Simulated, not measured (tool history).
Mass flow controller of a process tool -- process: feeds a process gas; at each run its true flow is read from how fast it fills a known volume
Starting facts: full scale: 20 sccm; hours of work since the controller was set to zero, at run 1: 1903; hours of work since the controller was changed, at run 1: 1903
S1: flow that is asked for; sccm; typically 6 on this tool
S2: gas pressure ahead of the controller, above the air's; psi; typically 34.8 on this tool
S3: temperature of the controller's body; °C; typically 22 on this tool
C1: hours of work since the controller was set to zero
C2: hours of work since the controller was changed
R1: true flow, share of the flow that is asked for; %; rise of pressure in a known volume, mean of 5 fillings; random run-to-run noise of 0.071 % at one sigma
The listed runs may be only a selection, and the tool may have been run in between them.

run 1 hour=0 | S1=6 S2=34.8 S3=22 | C1=1903 C2=1903 | R1=99.56
run 2 hour=95.5 | S1=6 S2=20.6 S3=22 | C1=1967 C2=1967 | R1=99.28
run 3 hour=203.9 | S1=6 S2=20.6 S3=22 | C1=2039 C2=2039 | R1=99.08
run 4 hour=290.6 | S1=6 S2=20.6 S3=22 | C1=2097 C2=2097 | R1=99.08
run 5 hour=355.3 | S1=6 S2=20.6 S3=22 | C1=2140 C2=2140 | R1=99.1
run 6 hour=477.1 | S1=6 S2=20.6 S3=22 | C1=2220 C2=2220 | R1=98.98
run 7 hour=576.1 | S1=6 S2=20.6 S3=22 | C1=2286 C2=2286 | R1=99.17
run 8 hour=648.4 | S1=2 S2=34.8 S3=22 | C1=2334 C2=2334 | R1=99.38
run 9 hour=758.9 | S1=2 S2=34.8 S3=22 | C1=2408 C2=2408 | R1=99.41
run 10 hour=857.7 | S1=2 S2=34.8 S3=22 | C1=2473 C2=2473 | R1=99.51
run 11 hour=923 | S1=2 S2=34.8 S3=22 | C1=2517 C2=2517 | R1=99.5
run 12 hour=1015.9 | S1=6 S2=34.8 S3=22 | C1=2579 C2=2579 | R1=99.57
run 13 hour=1128.7 | S1=6 S2=34.8 S3=22 | C1=2654 C2=2654 | R1=99.38
run 14 hour=1178.2 | S1=6 S2=34.8 S3=22 | C1=2686 C2=2686 | R1=99.64
run 15 hour=1283.3 | S1=6 S2=34.8 S3=22 | C1=2756 C2=2756 | R1=99.57
run 16 hour=1346.2 | S1=11 S2=34.8 S3=22 | C1=2798 C2=2798 | R1=99.84
run 17 hour=1468.3 | S1=5 S2=34.8 S3=22 | C1=2879 C2=2879 | R1=99.49
run 18 hour=1570.2 | S1=6 S2=34.8 S3=22 | C1=2947 C2=2947 | R1=99.53
run 19 hour=1642.1 | S1=6 S2=34.8 S3=22 | C1=2995 C2=2995 | R1=99.6
run 20 hour=1694.3 | S1=6 S2=34.8 S3=24 | C1=3029 C2=3029 | R1=99.47
run 21 hour=1769.9 | S1=5 S2=34.8 S3=23 | C1=3080 C2=3080 | R1=99.58
run 22 hour=1829.1 | S1=4 S2=37.4 S3=38 | C1=3119 C2=3119 | R1=100.01
run 23 hour=1946.7 | S1=4 S2=37.4 S3=38 | C1=3197 C2=3197 | R1=99.96
run 24 hour=2027.4 | S1=10 S2=27.7 S3=36 | C1=3251 C2=3251 | R1=99.85
run 25 hour=2127.8 | S1=10 S2=27.7 S3=36 | C1=3317 C2=3317 | R1=99.83

What does the tool deliver on the next run?
run 26 hour=2185.3 | S1=11 S2=31.9 S3=34 | C1=3356 C2=3356 | R1=?

R1: 99.98 %
Take away the tool's hidden state, keep the run-to-run variation as it was, and the same run would have given R1 100 %.
